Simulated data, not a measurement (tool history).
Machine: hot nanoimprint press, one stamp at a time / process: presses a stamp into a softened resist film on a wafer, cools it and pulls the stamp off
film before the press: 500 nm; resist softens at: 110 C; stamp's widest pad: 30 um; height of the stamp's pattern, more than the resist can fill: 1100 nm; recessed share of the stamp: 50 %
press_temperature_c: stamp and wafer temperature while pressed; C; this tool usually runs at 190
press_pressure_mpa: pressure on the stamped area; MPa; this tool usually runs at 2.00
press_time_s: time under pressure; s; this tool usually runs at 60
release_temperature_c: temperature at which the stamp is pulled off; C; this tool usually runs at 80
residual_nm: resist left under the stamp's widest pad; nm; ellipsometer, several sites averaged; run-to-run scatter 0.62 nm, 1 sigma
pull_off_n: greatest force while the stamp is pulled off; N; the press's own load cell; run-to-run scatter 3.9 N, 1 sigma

run,hour,press_temperature_c,press_pressure_mpa,press_time_s,release_temperature_c,residual_nm,pull_off_n
1,0.0,190,2.00,60,80,216.4,187
2,11.0,190,2.00,60,80,216.1,180
3,18.3,190,2.00,67,80,207.1,186
4,25.0,190,2.00,67,80,208.1,188
5,33.1,190,2.00,60,80,215.5,185
6,43.4,190,2.00,60,80,215.6,181
7,49.2,190,2.00,60,80,215.6,184
8,54.1,190,2.00,34,80,260.0,180
9,65.3,193,2.00,34,80,231.7,192
10,76.3,183,2.00,34,80,334.6,190
11,85.4,190,2.00,60,80,213.9,187
12,94.0,190,2.00,60,76,214.0,197
13,100.0,190,2.00,60,73,214.6,204
14,105.6,190,2.00,60,73,215.0,214
15,112.4,190,2.00,87,80,188.5,191
16,119.7,184,1.77,42,84,320.0,172
17,125.5,184,2.79,42,67,262.4,234
18,136.1,190,2.09,41,80,237.5,188
# hour 143.4: plate thermocouple calibrated
19,144.8,178,2.00,102,82,299.6,178
20,153.3,188,2.00,37,75,271.9,206
21,161.6,190,1.65,74,80,220.2,187
22,168.5,187,1.85,84,78,225.8,194
23,176.8,190,2.71,53,80,188.3,193
24,182.3,190,2.71,117,80,141.3,185
25,189.7,190,1.48,117,80,198.6,187
26,197.4,190,1.48,117,80,197.5,193
27,203.7,190,2.00,38,80,249.2,191
28,212.2,184,2.85,44,72,253.8,216
29,218.1,184,2.85,44,72,252.2,215

Alternative continuations, all from the tool just after run 29; predict every row:
A,225.8,190,3.09,60,76,?,?
B,225.8,189,2.85,44,72,?,?
C,225.8,190,1.77,60,80,?,?

run,residual_nm,pull_off_n
A,167.7,204
B,205.2,205
C,226.6,193
With no hidden state in the tool, these same runs would have given:
run,residual_nm,pull_off_n
A,169.9,202
B,207.9,204
C,229.7,192
